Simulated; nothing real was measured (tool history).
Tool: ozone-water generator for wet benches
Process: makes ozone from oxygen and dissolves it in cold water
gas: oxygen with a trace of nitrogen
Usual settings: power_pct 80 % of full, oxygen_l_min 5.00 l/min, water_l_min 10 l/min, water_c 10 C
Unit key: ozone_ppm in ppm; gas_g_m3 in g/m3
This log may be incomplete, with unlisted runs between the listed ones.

| run | day | power_pct | oxygen_l_min | water_l_min | water_c | ozone_ppm | gas_g_m3 |
|---|---|---|---|---|---|---|---|
| 1 | 0.000 | 80 | 5.00 | 10 | 10 | 31.9 | 217.3 |
| 2 | 4.800 | 80 | 5.00 | 10 | 10 | 31.8 | 215.2 |
| 3 | 6.908 | 45 | 5.00 | 10 | 10 | 23.5 | 158.4 |
| 4 | 10.796 | 80 | 5.00 | 11 | 10 | 29.4 | 214.6 |
| 5 | 15.333 | 80 | 5.00 | 11 | 10 | 29.6 | 213.7 |
| 6 | 18.162 | 80 | 5.00 | 10 | 7 | 33.4 | 214.8 |
| 7 | 21.192 | 80 | 5.00 | 10 | 10 | 31.8 | 213.9 |
| 8 | 24.875 | 80 | 5.00 | 10 | 10 | 31.6 | 216.8 |
| 9 | 27.600 | 80 | 5.00 | 10 | 10 | 31.7 | 213.9 |
| 10 | 29.954 | 80 | 5.00 | 10 | 10 | 31.4 | 211.6 |
| 11 | 34.208 | 80 | 5.00 | 10 | 10 | 31.3 | 213.5 |
| 12 | 36.875 | 80 | 3.03 | 10 | 10 | 29.3 | 256.4 |
| 13 | 38.867 | 80 | 3.03 | 10 | 10 | 29.3 | 258.7 |
| 14 | 43.383 | 80 | 3.03 | 10 | 10 | 29.0 | 254.5 |
| 15 | 45.838 | 80 | 3.03 | 10 | 10 | 29.0 | 257.0 |
| 16 | 50.596 | 80 | 3.03 | 10 | 10 | 28.9 | 258.0 |
| 17 | 52.850 | 80 | 3.03 | 10 | 10 | 29.2 | 255.4 |
| 18 | 56.992 | 93 | 3.03 | 7 | 7 | 43.6 | 277.8 |
| 19 | 60.162 | 40 | 4.91 | 6 | 13 | 27.5 | 146.9 |
|  | 60.625 | contactor cleaned |
| 20 | 65.175 | 40 | 4.91 | 6 | 7 | 30.7 | 146.9 |
| 21 | 67.425 | 85 | 4.91 | 6 | 7 | 46.1 | 219.9 |
| 22 | 69.796 | 85 | 4.91 | 6 | 7 | 45.5 | 220.6 |
| 23 | 73.942 | 85 | 4.91 | 6 | 7 | 45.8 | 219.5 |
| 24 | 76.404 | 85 | 4.91 | 6 | 7 | 45.7 | 220.0 |
|  | 79.171 | contactor cleaned, once more |
| 25 | 81.425 | 80 | 3.88 | 10 | 13 | 29.9 | 233.2 |
| 26 | 83.779 | 80 | 7.08 | 10 | 7 | 34.8 | 183.8 |
| 27 | 88.050 | 60 | 4.61 | 10 | 6 | 29.7 | 184.5 |
| 28 | 91.433 | 60 | 4.61 | 10 | 8 | 28.3 | 185.4 |
| 29 | 94.088 | 75 | 3.92 | 7 | 9 | 40.2 | 220.4 |
| 30 | 96.158 | 83 | 4.77 | 13 | 10 | 27.1 | 217.9 |
| 31 | 99.675 | 48 | 5.71 | 11 | 9 | 23.4 | 152.4 |
| 32 | 102.121 | 55 | 3.52 | 6 | 14 | 33.5 | 196.4 |
| 33 | 104.383 | 80 | 5.00 | 10 | 7 | 33.8 | 207.2 |

Each row is a separate what-if for the run after 33, all from the same tool condition, not one after another. Results?
| A | 107.067 | 80 | 8.99 | 10 | 11 | ? | ? |
| B | 107.067 | 80 | 2.52 | 10 | 7 | ? | ? |
| C | 107.067 | 70 | 8.99 | 10 | 7 | ? | ? |
| D | 107.067 | 80 | 5.00 | 9 | 10 | ? | ? |

| run | ozone_ppm | gas_g_m3 |
|---|---|---|
| A | 31.4 | 167.1 |
| B | 30.0 | 268.5 |
| C | 32.0 | 157.7 |
| D | 34.9 | 210.2 |
With the hidden condition removed and each run's random variation left untouched, the same runs would have given:
| run | ozone_ppm | gas_g_m3 |
|---|---|---|
| A | 34.5 | 181.5 |
| B | 32.9 | 291.5 |
| C | 34.9 | 170.3 |
| D | 38.4 | 228.3 |
